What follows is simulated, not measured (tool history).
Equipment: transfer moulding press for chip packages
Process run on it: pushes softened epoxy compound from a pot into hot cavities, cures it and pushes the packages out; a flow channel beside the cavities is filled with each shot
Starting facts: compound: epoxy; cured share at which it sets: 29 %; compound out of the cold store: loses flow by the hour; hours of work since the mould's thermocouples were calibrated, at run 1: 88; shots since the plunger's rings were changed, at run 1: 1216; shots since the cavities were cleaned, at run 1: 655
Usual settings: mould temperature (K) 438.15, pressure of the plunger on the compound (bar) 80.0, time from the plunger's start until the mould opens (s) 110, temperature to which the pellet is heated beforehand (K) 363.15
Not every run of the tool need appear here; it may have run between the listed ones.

run   hour  mould temperature (K)  pressure of the plunger on the compound (bar)  time from the plunger's start until the mould opens (s)  temperature to which the pellet is heated beforehand (K)  hours of work since the mould's thermocouples were calibrated  shots since the plunger's rings were changed  shots since the cavities were cleaned  incoming compound's hours out of the cold store  length that the compound runs in the flow channel (mm)  greatest force on the pins that push the packages out (N)
  1    0.0                 438.15                                           80.0                                                      110                                                    363.15                                                             88                                          1216                                    655                                             33.0                                                     896                                                        415
  2   14.3                 438.15                                           80.1                                                      110                                                    363.15                                                             94                                          1320                                    759                                             33.5                                                     885                                                        429
      19.9  -- cavities cleaned with cleaning compound and waxed
  3   33.6                 438.15                                           80.0                                                      110                                                    363.15                                                            102                                          1451                                    101                                             15.2                                                     941                                                        423
  4   44.7                 438.15                                           80.0                                                      110                                                    363.15                                                            106                                          1532                                    182                                             16.2                                                     944                                                        422
  5   66.6                 431.15                                           80.0                                                      110                                                    363.15                                                            116                                          1692                                    342                                             28.2                                                     917                                                        568
  6   87.2                 438.15                                           80.0                                                      110                                                    363.15                                                            125                                          1843                                    493                                             32.7                                                     904                                                        433
  7  108.6                 438.15                                           80.0                                                      110                                                    356.15                                                            134                                          1999                                    649                                             28.7                                                     915                                                        439
     129.5  -- cavities cleaned with cleaning compound and waxed
  8  130.4                 438.15                                           80.0                                                      110                                                    356.15                                                            143                                          2148                                      7                                             17.9                                                     935                                                        431
  9  142.5                 438.15                                           80.0                                                      110                                                    356.15                                                            149                                          2236                                     95                                             34.6                                                     897                                                        420
 10  155.8                 438.15                                           80.0                                                      110                                                    356.15                                                            154                                          2334                                    193                                             13.2                                                     953                                                        422
 11  169.6                 438.15                                           80.0                                                      110                                                    356.15                                                            160                                          2435                                    294                                             44.0                                                     858                                                        439
 12  181.4                 438.15                                           92.6                                                      110                                                    363.15                                                            166                                          2521                                    380                                             22.0                                                     989                                                        419
 13  206.4                 438.15                                           92.6                                                      110                                                    363.15                                                            177                                          2704                                    563                                             10.9                                                    1023                                                        438
 14  222.9                 438.15                                           92.6                                                      110                                                    363.15                                                            184                                          2825                                    684                                             40.9                                                     936                                                        417
     239.4  -- cavities cleaned with cleaning compound and waxed
 15  245.8                 444.15                                           92.6                                                      142                                                    363.15                                                            193                                          2982                                     48                                             20.2                                                     983                                                        397
     263.9  -- plunger's sealing rings changed
 16  265.0                 445.15                                           92.1                                                      110                                                    353.15                                                            200                                             8                                    170                                             35.2                                                     938                                                        391
 17  275.5                 435.15                                           80.9                                                      138                                                    366.15                                                            205                                            84                                    246                                             18.6                                                     944                                                        414
 18  298.0                 435.15                                           64.8                                                      136                                                    355.15                                                            215                                           249                                    411                                             11.8                                                     869                                                        426
 19  312.7                 436.15                                           80.0                                                      110                                                    363.15                                                            221                                           357                                    519                                              9.3                                                     974                                                        447
 20  337.2                 438.15                                           80.0                                                      124                                                    354.15                                                            232                                           536                                    698                                             47.6                                                     852                                                        408
     351.5  -- cavities cleaned with cleaning compound and waxed
 21  361.4                 438.15                                           80.0                                                      124                                                    354.15                                                            242                                           702                                     72                                             27.0                                                     916                                                        389
 22  384.6                 445.15                                           76.1                                                      118                                                    369.15                                                            252                                           872                                    242                                             28.2                                                     868                                                        395
 23  396.8                 439.15                                           85.3                                                      132                                                    369.15                                                            257                                           961                                    331                                             37.9                                                     901                                                        404
 24  420.5                 439.15                                           84.2                                                      132                                                    369.15                                                            268                                          1134                                    504                                              9.1                                                     993                                                        415
 25  435.3                 434.15                                           80.0                                                      126                                                    362.15                                                            274                                          1243                                    613                                             33.2                                                     902                                                        430
 26  451.4                 434.15                                           74.1                                                      126                                                    362.15                                                            281                                          1360                                    730                                             21.8                                                     896                                                        436
     461.5  -- cavities cleaned with cleaning compound and waxed
 27  468.8                 434.15                                           74.1                                                      126                                                    362.15                                                            288                                          1477                                     54                                             32.2                                                     882                                                        409
 28  489.3                 434.15                                           74.1                                                       94                                                    372.15                                                            297                                          1627                                    204                                             35.9                                                     862                                                        617

Branching from run 28: 5 alternative next runs. What would each branch give?
  A  511.4                 434.15                                           60.8                                                      146                                                    356.15                                                            307                                          1789                                    366                                              8.6                                                       ?                                                          ?
  B  511.4                 438.15                                           74.0                                                      116                                                    372.15                                                            307                                          1789                                    366                                             48.0                                                       ?                                                          ?
  C  511.4                 431.15                                           64.2                                                       94                                                    366.15                                                            307                                          1789                                    366                                             40.4                                                       ?                                                          ?
  D  511.4                 434.15                                           77.1                                                      103                                                    362.15                                                            307                                          1789                                    366                                             22.9                                                       ?                                                          ?
  E  511.4                 445.15                                           70.5                                                       94                                                    363.15                                                            307                                          1789                                    366                                             35.0                                                       ?                                                          ?

run  length that the compound runs in the flow channel (mm)  greatest force on the pins that push the packages out (N)
  A                                                     857                                                        406
  B                                                     813                                                        400
  C                                                     799                                                        764
  D                                                     923                                                        545
  E                                                     817                                                        418
Without the tool's unlogged condition, the same runs would have read:
run  length that the compound runs in the flow channel (mm)  greatest force on the pins that push the packages out (N)
  A                                                     857                                                        402
  B                                                     814                                                        395
  C                                                     799                                                        754
  D                                                     923                                                        539
  E                                                     818                                                        413
